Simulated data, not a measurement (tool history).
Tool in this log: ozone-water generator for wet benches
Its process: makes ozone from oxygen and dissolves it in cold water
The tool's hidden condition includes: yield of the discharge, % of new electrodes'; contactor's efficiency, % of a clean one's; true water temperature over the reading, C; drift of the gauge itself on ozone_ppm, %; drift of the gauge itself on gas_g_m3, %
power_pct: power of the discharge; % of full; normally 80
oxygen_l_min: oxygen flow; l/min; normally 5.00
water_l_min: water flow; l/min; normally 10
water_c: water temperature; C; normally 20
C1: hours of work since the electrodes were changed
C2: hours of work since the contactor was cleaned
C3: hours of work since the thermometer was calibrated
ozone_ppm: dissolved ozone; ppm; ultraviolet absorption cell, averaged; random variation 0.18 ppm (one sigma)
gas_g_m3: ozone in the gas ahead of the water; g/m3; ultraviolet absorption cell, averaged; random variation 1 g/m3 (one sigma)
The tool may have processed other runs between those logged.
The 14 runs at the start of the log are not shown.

Run 15, hour 2052.9: usual settings; C1 10365; C2 2226; C3 996. Result: ozone_ppm 25.1 ppm, gas_g_m3 167.5 g/m3.
Run 16, hour 2196.0: usual settings but oxygen_l_min 4.06 l/min; C1 10501; C2 2362; C3 1133. Result: ozone_ppm 26.1 ppm, gas_g_m3 184.6 g/m3.
Run 17, hour 2340.2: usual settings; C1 10639; C2 2500; C3 1270. Result: ozone_ppm 25.5 ppm, gas_g_m3 166.9 g/m3.
At hour 2475.9: gauge calibrated.
Run 18, hour 2532.3: usual settings; C1 10822; C2 2683; C3 1454. Result: ozone_ppm 25.2 ppm, gas_g_m3 173.0 g/m3.
Run 19, hour 2658.4: usual settings but oxygen_l_min 3.57 l/min, water_c 14 C; C1 10942; C2 2803; C3 1574. Result: ozone_ppm 28.4 ppm, gas_g_m3 202.2 g/m3.
Run 20, hour 2755.0: usual settings but oxygen_l_min 3.13 l/min, water_c 14 C; C1 11034; C2 2895; C3 1666. Result: ozone_ppm 27.9 ppm, gas_g_m3 215.2 g/m3.
Run 21, hour 2917.7: usual settings but power_pct 49 % of full, oxygen_l_min 2.81 l/min, water_l_min 7 l/min, water_c 19 C; C1 11189; C2 3050; C3 1821. Result: ozone_ppm 23.0 ppm, gas_g_m3 152.9 g/m3.
Run 22, hour 3136.2: usual settings but power_pct 49 % of full, oxygen_l_min 2.81 l/min, water_l_min 7 l/min, water_c 19 C; C1 11398; C2 3259; C3 2030. Result: ozone_ppm 23.0 ppm, gas_g_m3 150.8 g/m3.
Run 23, hour 3260.4: usual settings but power_pct 49 % of full, oxygen_l_min 2.81 l/min, water_l_min 7 l/min, water_c 19 C; C1 11516; C2 3377; C3 2148. Result: ozone_ppm 23.0 ppm, gas_g_m3 152.1 g/m3.
Run 24, hour 3364.2: usual settings but power_pct 47 % of full; C1 11615; C2 3476; C3 2247. Result: ozone_ppm 16.8 ppm, gas_g_m3 112.3 g/m3.
Run 25, hour 3481.8: usual settings but power_pct 86 % of full, water_l_min 9 l/min, water_c 14 C; C1 11727; C2 3588; C3 2359. Result: ozone_ppm 32.3 ppm, gas_g_m3 180.9 g/m3.
Run 26, hour 3586.7: usual settings but power_pct 41 % of full, oxygen_l_min 3.46 l/min, water_c 21 C; C1 11828; C2 3688; C3 2459. Result: ozone_ppm 15.1 ppm, gas_g_m3 120.2 g/m3.
Run 27, hour 3781.5: usual settings but power_pct 41 % of full, oxygen_l_min 3.46 l/min, water_l_min 13 l/min, water_c 21 C; C1 12013; C2 3874; C3 2645. Result: ozone_ppm 12.3 ppm, gas_g_m3 118.8 g/m3.
Run 28, hour 3885.4: usual settings but power_pct 41 % of full, oxygen_l_min 5.75 l/min, water_l_min 13 l/min, water_c 18 C; C1 12112; C2 3973; C3 2744. Result: ozone_ppm 12.8 ppm, gas_g_m3 93.8 g/m3.
Run 29, hour 4081.1: usual settings but power_pct 41 % of full, oxygen_l_min 5.75 l/min, water_l_min 13 l/min, water_c 18 C; C1 12299; C2 4160; C3 2931. Result: ozone_ppm 12.6 ppm, gas_g_m3 93.4 g/m3.
Run 30, hour 4243.9: usual settings but power_pct 41 % of full, oxygen_l_min 5.75 l/min, water_l_min 13 l/min, water_c 18 C; C1 12454; C2 4315; C3 3086. Result: ozone_ppm 12.9 ppm, gas_g_m3 94.7 g/m3.
Run 31, hour 4447.3: usual settings but power_pct 99 % of full, oxygen_l_min 5.98 l/min; C1 12648; C2 4509; C3 3280. Result: ozone_ppm 29.3 ppm, gas_g_m3 182.8 g/m3.
Run 32, hour 4669.2: usual settings but power_pct 87 % of full, oxygen_l_min 5.98 l/min; C1 12860; C2 4721; C3 3492. Result: ozone_ppm 26.5 ppm, gas_g_m3 166.0 g/m3.
Run 33, hour 4769.9: usual settings but power_pct 87 % of full, oxygen_l_min 5.98 l/min; C1 12956; C2 4817; C3 3588. Result: ozone_ppm 26.3 ppm, gas_g_m3 163.8 g/m3.

Predict each of these 4 candidate next runs independently; none follows another, all start after run 33:
Run A, hour 4899.9: usual settings but power_pct 87 % of full, water_c 15 C; C1 13080; C2 4941; C3 3712. Result: ozone_ppm ?, gas_g_m3 ?.
Run B, hour 4899.9: usual settings but power_pct 87 % of full, oxygen_l_min 5.98 l/min, water_l_min 9 l/min; C1 13080; C2 4941; C3 3712. Result: ozone_ppm ?, gas_g_m3 ?.
Run C, hour 4899.9: usual settings but oxygen_l_min 3.88 l/min, water_l_min 8 l/min, water_c 12 C; C1 13080; C2 4941; C3 3712. Result: ozone_ppm ?, gas_g_m3 ?.
Run D, hour 4899.9: usual settings but power_pct 87 % of full, oxygen_l_min 5.98 l/min, water_c 22 C; C1 13080; C2 4941; C3 3712. Result: ozone_ppm ?, gas_g_m3 ?.

run  ozone_ppm  gas_g_m3
  A       30.0     178.2
  B       28.4     163.6
  C       34.7     187.2
  D       25.2     165.4
What these runs would have given with no unlogged condition in the tool:
run  ozone_ppm  gas_g_m3
  A       30.2     184.3
  B       28.6     169.1
  C       34.9     193.5
  D       25.4     171.0

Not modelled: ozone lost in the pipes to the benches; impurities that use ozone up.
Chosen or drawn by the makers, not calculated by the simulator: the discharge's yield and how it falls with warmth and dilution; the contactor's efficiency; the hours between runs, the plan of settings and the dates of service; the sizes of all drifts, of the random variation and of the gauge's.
